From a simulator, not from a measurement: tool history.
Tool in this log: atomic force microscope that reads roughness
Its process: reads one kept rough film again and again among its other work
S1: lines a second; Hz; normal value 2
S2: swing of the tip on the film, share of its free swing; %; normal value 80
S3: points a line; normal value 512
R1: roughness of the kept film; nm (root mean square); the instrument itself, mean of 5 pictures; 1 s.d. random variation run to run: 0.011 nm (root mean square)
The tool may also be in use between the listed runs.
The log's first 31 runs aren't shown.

run	day	S1	S2	S3	R1
32	43.346	2	80	492	2.452
33	45.029	2	63	512	2.472
# day 45.925: new tip fitted
34	46.425	2.38	76	512	2.569
35	48.212	2.76	80	512	2.4
36	49.279	1.15	56	287	2.584
# day 50.312: height scale calibrated on a step standard, once more
37	51.217	0.75	67	512	2.572
# day 51.562: new tip fitted
38	52.317	2.01	76	512	2.672
39	53.646	2.01	76	512	2.606
40	55.312	2	80	434	2.466
41	56.85	2	80	434	2.403
# day 57.225: new tip fitted
42	57.696	2	80	434	2.647
43	59.488	2	80	434	2.581
44	60.538	2.63	83	697	2.425
45	61.904	0.52	87	356	2.596
# day 62.829: new tip fitted
46	62.954	0.52	87	356	2.781
47	64.888	2.48	75	725	2.585
48	66.4	1.22	56	725	2.665
49	67.525	2.31	79	725	2.427
# day 68.521: new tip fitted
50	68.588	3.21	60	522	2.757
51	70.112	2	67	583	2.698

Consider 4 possible next runs. They are alternatives, not a sequence: every one starts from the tool as it was left by run 51. What does each give?
A	71.1	2.34	67	411	?
B	71.1	0.67	67	583	?
C	71.1	2	80	418	?
D	71.1	1.57	80	512	?

run	R1
A	2.625
B	2.71
C	2.55
D	2.55
What these runs would have given with no unlogged condition in the tool:
run	R1
A	2.765
B	2.855
C	2.687
D	2.687
